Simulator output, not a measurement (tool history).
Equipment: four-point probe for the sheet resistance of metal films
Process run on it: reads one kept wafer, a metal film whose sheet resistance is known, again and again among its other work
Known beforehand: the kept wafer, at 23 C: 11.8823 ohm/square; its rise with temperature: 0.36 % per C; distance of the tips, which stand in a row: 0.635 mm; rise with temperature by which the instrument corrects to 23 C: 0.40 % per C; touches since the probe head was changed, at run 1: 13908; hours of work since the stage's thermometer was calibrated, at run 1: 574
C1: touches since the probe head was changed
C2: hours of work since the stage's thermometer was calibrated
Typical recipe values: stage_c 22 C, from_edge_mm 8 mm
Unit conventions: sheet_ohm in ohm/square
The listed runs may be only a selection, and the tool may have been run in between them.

Run 1, day 0: usual settings; C1 13908; C2 574. Result: sheet_ohm 11.877092 ohm/square.
Run 2, day 0.6: usual settings; C1 14690; C2 583. Result: sheet_ohm 11.879615 ohm/square.
Run 3, day 1.733: usual settings; C1 16176; C2 601. Result: sheet_ohm 11.877119 ohm/square.
Run 4, day 2.854: usual settings; C1 17643; C2 620. Result: sheet_ohm 11.877699 ohm/square.
Run 5, day 3.842: usual settings; C1 18930; C2 635. Result: sheet_ohm 11.870328 ohm/square.
Run 6, day 4.558: usual settings; C1 19869; C2 647. Result: sheet_ohm 11.875614 ohm/square.
Run 7, day 5.058: usual settings but from_edge_mm 68 mm; C1 20525; C2 655. Result: sheet_ohm 11.835785 ohm/square.
Run 8, day 5.542: usual settings but from_edge_mm 68 mm; C1 21157; C2 663. Result: sheet_ohm 11.834993 ohm/square.
Run 9, day 6.542: usual settings but from_edge_mm 68 mm; C1 22462; C2 679. Result: sheet_ohm 11.831601 ohm/square.
Run 10, day 7.15: usual settings but from_edge_mm 68 mm; C1 23258; C2 689. Result: sheet_ohm 11.83044 ohm/square.
Run 11, day 7.912: usual settings but stage_c 27 C; C1 24259; C2 701. Result: sheet_ohm 11.847169 ohm/square.
Run 12, day 8.471: usual settings but from_edge_mm 9 mm; C1 24986; C2 710. Result: sheet_ohm 11.859851 ohm/square.
Run 13, day 9.096: usual settings but from_edge_mm 9 mm; C1 25806; C2 720. Result: sheet_ohm 11.861308 ohm/square.
Run 14, day 9.65: usual settings but from_edge_mm 9 mm; C1 26527; C2 729. Result: sheet_ohm 11.861546 ohm/square.
Run 15, day 10.804: usual settings; C1 28039; C2 747. Result: sheet_ohm 11.868534 ohm/square.
Run 16, day 11.842: usual settings but stage_c 23 C, from_edge_mm 21 mm; C1 29393; C2 764. Result: sheet_ohm 11.828187 ohm/square.
Run 17, day 12.517: usual settings but stage_c 23 C, from_edge_mm 21 mm; C1 30278; C2 775. Result: sheet_ohm 11.829024 ohm/square.
Run 18, day 13.454: usual settings but stage_c 23 C, from_edge_mm 21 mm; C1 31503; C2 790. Result: sheet_ohm 11.829634 ohm/square.
Run 19, day 13.992: usual settings but stage_c 23 C, from_edge_mm 21 mm; C1 32208; C2 799. Result: sheet_ohm 11.826917 ohm/square.
Run 20, day 15.05: usual settings but stage_c 23 C, from_edge_mm 21 mm; C1 33592; C2 816. Result: sheet_ohm 11.825994 ohm/square.
Run 21, day 15.575: usual settings but stage_c 23 C, from_edge_mm 21 mm; C1 34279; C2 824. Result: sheet_ohm 11.829367 ohm/square.
Run 22, day 16.45: usual settings but stage_c 28 C, from_edge_mm 22 mm; C1 35422; C2 838. Result: sheet_ohm 11.801745 ohm/square.
Run 23, day 17.354: usual settings but stage_c 25 C, from_edge_mm 19 mm; C1 36607; C2 853. Result: sheet_ohm 11.818593 ohm/square.
Run 24, day 18.525: usual settings but stage_c 23 C, from_edge_mm 21 mm; C1 38138; C2 872. Result: sheet_ohm 11.822158 ohm/square.
Run 25, day 19.033: usual settings but stage_c 28 C, from_edge_mm 5 mm; C1 38802; C2 880. Result: sheet_ohm 11.896754 ohm/square.
Run 26, day 19.879: usual settings but stage_c 21 C, from_edge_mm 28 mm; C1 39910; C2 894. Result: sheet_ohm 11.830008 ohm/square.
Run 27, day 20.746: usual settings but stage_c 24 C, from_edge_mm 21 mm; C1 41042; C2 908. Result: sheet_ohm 11.817649 ohm/square.
Run 28, day 21.696: usual settings but stage_c 28 C, from_edge_mm 61 mm; C1 42286; C2 923. Result: sheet_ohm 11.793678 ohm/square.
Run 29, day 22.579: usual settings but stage_c 33 C, from_edge_mm 37 mm; C1 43442; C2 937. Result: sheet_ohm 11.764315 ohm/square.

Here are 3 independent what-if runs from the current tool condition. What would each one return?
Run A, day 23.558: usual settings but stage_c 20 C, from_edge_mm 4 mm; C1 44719; C2 953. Result: sheet_ohm ?.
Run B, day 23.558: usual settings but from_edge_mm 3 mm; C1 44719; C2 953. Result: sheet_ohm ?.
Run C, day 23.558: usual settings but stage_c 30 C, from_edge_mm 15 mm; C1 44719; C2 953. Result: sheet_ohm ?.

run  sheet_ohm
  A  11.984807
  B  12.099819
  C  11.791257
What these runs would have given with no unlogged condition in the tool:
run  sheet_ohm
  A  12.053449
  B  12.169018
  C  11.858605

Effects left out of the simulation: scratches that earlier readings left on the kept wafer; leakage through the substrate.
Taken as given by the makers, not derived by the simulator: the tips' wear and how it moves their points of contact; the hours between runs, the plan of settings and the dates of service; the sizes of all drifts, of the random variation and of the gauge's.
